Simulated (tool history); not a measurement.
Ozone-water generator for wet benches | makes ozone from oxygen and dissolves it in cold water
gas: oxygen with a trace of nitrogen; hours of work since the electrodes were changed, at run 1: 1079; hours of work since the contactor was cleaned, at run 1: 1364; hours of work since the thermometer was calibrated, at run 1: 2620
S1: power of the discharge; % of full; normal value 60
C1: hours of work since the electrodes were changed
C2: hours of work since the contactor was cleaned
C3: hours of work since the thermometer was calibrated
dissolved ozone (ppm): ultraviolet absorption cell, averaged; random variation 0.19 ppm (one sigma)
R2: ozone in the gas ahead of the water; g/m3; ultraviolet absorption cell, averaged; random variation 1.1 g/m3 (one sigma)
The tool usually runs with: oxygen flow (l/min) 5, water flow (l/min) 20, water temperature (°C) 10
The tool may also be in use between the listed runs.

{"run": 1, "hour": 0.0, "S1": 60, "oxygen flow (l/min)": 5, "water flow (l/min)": 20, "water temperature (°C)": 10, "C1": 1079, "C2": 1364, "C3": 2620, "dissolved ozone (ppm)": 24.8, "R2": 191.2}
{"run": 2, "hour": 98.4, "S1": 60, "oxygen flow (l/min)": 5, "water flow (l/min)": 20, "water temperature (°C)": 10, "C1": 1145, "C2": 1430, "C3": 2686, "dissolved ozone (ppm)": 24.6, "R2": 192.6}
{"run": 3, "hour": 211.9, "S1": 60, "oxygen flow (l/min)": 5, "water flow (l/min)": 20, "water temperature (°C)": 10, "C1": 1221, "C2": 1506, "C3": 2762, "dissolved ozone (ppm)": 24.5, "R2": 189.9}
{"run": 4, "hour": 308.5, "S1": 60, "oxygen flow (l/min)": 5, "water flow (l/min)": 24, "water temperature (°C)": 10, "C1": 1286, "C2": 1571, "C3": 2827, "dissolved ozone (ppm)": 20.6, "R2": 190}
{"run": 5, "hour": 433.7, "S1": 60, "oxygen flow (l/min)": 5, "water flow (l/min)": 24, "water temperature (°C)": 10, "C1": 1370, "C2": 1655, "C3": 2911, "dissolved ozone (ppm)": 20.7, "R2": 191.3}
{"run": 6, "hour": 547.3, "S1": 60, "oxygen flow (l/min)": 5, "water flow (l/min)": 20, "water temperature (°C)": 10, "C1": 1446, "C2": 1731, "C3": 2987, "dissolved ozone (ppm)": 24.5, "R2": 188.3}
{"run": 7, "hour": 617.9, "S1": 60, "oxygen flow (l/min)": 5, "water flow (l/min)": 20, "water temperature (°C)": 10, "C1": 1494, "C2": 1779, "C3": 3034, "dissolved ozone (ppm)": 24.2, "R2": 189.7}
{"run": 8, "hour": 748.3, "S1": 60, "oxygen flow (l/min)": 5, "water flow (l/min)": 20, "water temperature (°C)": 10, "C1": 1581, "C2": 1866, "C3": 3122, "dissolved ozone (ppm)": 24.2, "R2": 189.9}
{"run": 9, "hour": 848.2, "S1": 60, "oxygen flow (l/min)": 5, "water flow (l/min)": 20, "water temperature (°C)": 10, "C1": 1648, "C2": 1933, "C3": 3189, "dissolved ozone (ppm)": 24.1, "R2": 189}
{"run": 10, "hour": 992.7, "S1": 60, "oxygen flow (l/min)": 5, "water flow (l/min)": 20, "water temperature (°C)": 10, "C1": 1745, "C2": 2030, "C3": 3285, "dissolved ozone (ppm)": 24.1, "R2": 187}
{"run": 11, "hour": 1059.1, "S1": 60, "oxygen flow (l/min)": 5, "water flow (l/min)": 20, "water temperature (°C)": 10, "C1": 1789, "C2": 2074, "C3": 3330, "dissolved ozone (ppm)": 24.1, "R2": 188.2}
{"run": 12, "hour": 1147.6, "S1": 60, "oxygen flow (l/min)": 5, "water flow (l/min)": 20, "water temperature (°C)": 10, "C1": 1849, "C2": 2134, "C3": 3389, "dissolved ozone (ppm)": 24.1, "R2": 188.6}
{"run": 13, "hour": 1249.1, "S1": 60, "oxygen flow (l/min)": 5, "water flow (l/min)": 20, "water temperature (°C)": 17, "C1": 1917, "C2": 2202, "C3": 3457, "dissolved ozone (ppm)": 21.9, "R2": 187.3}
{"run": 14, "hour": 1327.7, "S1": 41, "oxygen flow (l/min)": 5.97, "water flow (l/min)": 24, "water temperature (°C)": 10, "C1": 1969, "C2": 2254, "C3": 3510, "dissolved ozone (ppm)": 17.1, "R2": 142.4}
{"run": 15, "hour": 1426.9, "S1": 41, "oxygen flow (l/min)": 5.97, "water flow (l/min)": 19, "water temperature (°C)": 10, "C1": 2036, "C2": 2321, "C3": 3577, "dissolved ozone (ppm)": 20.9, "R2": 141.2}
{"run": 16, "hour": 1518.0, "S1": 57, "oxygen flow (l/min)": 5.97, "water flow (l/min)": 21, "water temperature (°C)": 10, "C1": 2097, "C2": 2382, "C3": 3638, "dissolved ozone (ppm)": 23.1, "R2": 167.7}
{"run": 17, "hour": 1669.1, "S1": 60, "oxygen flow (l/min)": 5, "water flow (l/min)": 20, "water temperature (°C)": 10, "C1": 2198, "C2": 2483, "C3": 3739, "dissolved ozone (ppm)": 23.5, "R2": 185.6}
{"run": 18, "hour": 1734.8, "S1": 43, "oxygen flow (l/min)": 8.76, "water flow (l/min)": 27, "water temperature (°C)": 10, "C1": 2242, "C2": 2527, "C3": 3783, "dissolved ozone (ppm)": 16.8, "R2": 122.5}
{"hour": 1808.5, "done": "contactor cleaned"}
{"run": 19, "hour": 1889.6, "S1": 45, "oxygen flow (l/min)": 8.76, "water flow (l/min)": 27, "water temperature (°C)": 5, "C1": 2344, "C2": 54, "C3": 3884, "dissolved ozone (ppm)": 18.6, "R2": 125.5}
{"run": 20, "hour": 2013.3, "S1": 60, "oxygen flow (l/min)": 4.45, "water flow (l/min)": 13, "water temperature (°C)": 10, "C1": 2426, "C2": 137, "C3": 3967, "dissolved ozone (ppm)": 33.1, "R2": 195.8}
{"run": 21, "hour": 2089.1, "S1": 60, "oxygen flow (l/min)": 2.96, "water flow (l/min)": 25, "water temperature (°C)": 10, "C1": 2477, "C2": 188, "C3": 4018, "dissolved ozone (ppm)": 16.8, "R2": 230.4}
{"hour": 2102.0, "done": "water thermometer calibrated"}
{"run": 22, "hour": 2175.8, "S1": 46, "oxygen flow (l/min)": 3.96, "water flow (l/min)": 13, "water temperature (°C)": 10, "C1": 2535, "C2": 246, "C3": 49, "dissolved ozone (ppm)": 28.4, "R2": 175.9}
{"run": 23, "hour": 2305.6, "S1": 46, "oxygen flow (l/min)": 4.18, "water flow (l/min)": 13, "water temperature (°C)": 6, "C1": 2622, "C2": 333, "C3": 137, "dissolved ozone (ppm)": 30.2, "R2": 172.1}

Alternative continuations, all from the tool just after run 23; predict every row:
{"run": "A", "hour": 2410.1, "S1": 61, "oxygen flow (l/min)": 6.86, "water flow (l/min)": 20, "water temperature (°C)": 10, "C1": 2692, "C2": 403, "C3": 207, "dissolved ozone (ppm)": "?", "R2": "?"}
{"run": "B", "hour": 2410.1, "S1": 60, "oxygen flow (l/min)": 5, "water flow (l/min)": 20, "water temperature (°C)": 6, "C1": 2692, "C2": 403, "C3": 207, "dissolved ozone (ppm)": "?", "R2": "?"}
{"run": "C", "hour": 2410.1, "S1": 49, "oxygen flow (l/min)": 4.9, "water flow (l/min)": 27, "water temperature (°C)": 10, "C1": 2692, "C2": 403, "C3": 207, "dissolved ozone (ppm)": "?", "R2": "?"}
{"run": "D", "hour": 2410.1, "S1": 46, "oxygen flow (l/min)": 4.18, "water flow (l/min)": 25, "water temperature (°C)": 9, "C1": 2692, "C2": 403, "C3": 207, "dissolved ozone (ppm)": "?", "R2": "?"}
{"run": "E", "hour": 2410.1, "S1": 46, "oxygen flow (l/min)": 4.18, "water flow (l/min)": 13, "water temperature (°C)": 9, "C1": 2692, "C2": 403, "C3": 207, "dissolved ozone (ppm)": "?", "R2": "?"}

run=A dissolved_ozone_(ppm)=25.2 R2=160.3
run=B dissolved_ozone_(ppm)=24.7 R2=183.8
run=C dissolved_ozone_(ppm)=16.1 R2=165.3
run=D dissolved_ozone_(ppm)=16.3 R2=172.1
run=E dissolved_ozone_(ppm)=29.1 R2=172.9
Without the tool's hidden state the same runs would have given:
run=A dissolved_ozone_(ppm)=27.5 R2=173.4
run=B dissolved_ozone_(ppm)=26.9 R2=198.7
run=C dissolved_ozone_(ppm)=17.5 R2=177
run=D dissolved_ozone_(ppm)=17.5 R2=183.7
run=E dissolved_ozone_(ppm)=31.3 R2=184.6

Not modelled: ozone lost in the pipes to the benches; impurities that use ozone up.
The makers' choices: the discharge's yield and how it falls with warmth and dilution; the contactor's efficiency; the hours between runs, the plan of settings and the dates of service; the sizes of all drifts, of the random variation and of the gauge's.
